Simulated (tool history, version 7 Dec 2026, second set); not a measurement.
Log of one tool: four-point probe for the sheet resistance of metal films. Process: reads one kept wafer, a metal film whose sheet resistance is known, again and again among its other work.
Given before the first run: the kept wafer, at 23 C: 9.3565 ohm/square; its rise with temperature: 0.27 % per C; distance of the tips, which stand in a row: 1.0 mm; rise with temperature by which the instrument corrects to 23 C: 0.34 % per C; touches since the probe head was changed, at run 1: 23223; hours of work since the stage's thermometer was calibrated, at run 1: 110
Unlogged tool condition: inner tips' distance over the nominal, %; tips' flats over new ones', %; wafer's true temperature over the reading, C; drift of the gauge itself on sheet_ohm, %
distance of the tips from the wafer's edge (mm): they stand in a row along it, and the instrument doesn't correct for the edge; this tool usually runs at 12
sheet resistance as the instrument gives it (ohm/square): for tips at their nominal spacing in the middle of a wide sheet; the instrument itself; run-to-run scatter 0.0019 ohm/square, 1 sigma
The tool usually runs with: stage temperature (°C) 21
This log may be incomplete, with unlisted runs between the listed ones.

run   hour  stage temperature (°C)  distance of the tips from the wafer's edge (mm)  touches since the probe head was changed  hours of work since the stage's thermometer was calibrated  sheet resistance as the instrument gives it (ohm/square)
  1    0.0                      21                                               12                                     23223                                                         110                                                  9.433732
  2   15.9                      21                                               27                                     23593                                                         116                                                  9.402838
  3   30.7                      21                                               27                                     23938                                                         122                                                  9.408261
  4   40.1                      30                                               27                                     24156                                                         126                                                  9.351543
  5   48.0                      30                                                9                                     24339                                                         129                                                  9.403079
  6   54.9                      21                                               10                                     24501                                                         132                                                  9.450481
  7   67.4                      21                                               24                                     24790                                                         137                                                  9.408693
  8   75.2                      21                                               24                                     24972                                                         140                                                  9.409179
  9   88.7                      21                                               43                                     25287                                                         146                                                  9.403331
 10   96.8                      21                                               43                                     25474                                                         149                                                  9.401837
 11  108.7                      21                                               43                                     25753                                                         154                                                  9.402937
 12  118.1                      21                                               43                                     25970                                                         157                                                  9.403671
 13  130.7                      21                                               43                                     26264                                                         162                                                  9.405601
 14  145.1                      21                                               43                                     26599                                                         168                                                  9.399820
 15  160.7                      21                                               43                                     26963                                                         175                                                  9.401653
 16  171.1                      21                                               43                                     27203                                                         179                                                  9.404491
 17  183.2                      34                                                9                                     27487                                                         184                                                  9.380453
 18  199.2                      22                                               33                                     27858                                                         190                                                  9.401025
 19  212.8                      22                                               33                                     28176                                                         196                                                  9.400369
 20  228.4                      22                                               33                                     28538                                                         202                                                  9.403995
 21  236.7                      22                                               33                                     28730                                                         205                                                  9.400654
 22  246.8                      27                                               27                                     28965                                                         209                                                  9.371098
 23  253.5                      21                                               25                                     29122                                                         212                                                  9.412971
 24  266.7                      21                                               25                                     29430                                                         217                                                  9.410579
 25  277.7                      20                                                5                                     29685                                                         222                                                  9.606895
 26  293.6                      20                                                5                                     30054                                                         228                                                  9.609428
 27  307.8                      35                                               44                                     30385                                                         234                                                  9.324835
 28  314.9                      35                                               44                                     30551                                                         237                                                  9.317496
 29  328.9                      35                                               44                                     30876                                                         243                                                  9.322883

Branching from run 29: 3 alternative next runs. What would each branch give?
  A  339.3                      21                                               26                                     31119                                                         247                                                         ?
  B  339.3                      31                                                9                                     31119                                                         247                                                         ?
  C  339.3                      33                                               16                                     31119                                                         247                                                         ?

run  sheet resistance as the instrument gives it (ohm/square)
  A                                                  9.410560
  B                                                  9.405875
  C                                                  9.352562
What these runs would have given with no unlogged condition in the tool:
run  sheet resistance as the instrument gives it (ohm/square)
  A                                                  9.375543
  B                                                  9.370890
  C                                                  9.317762
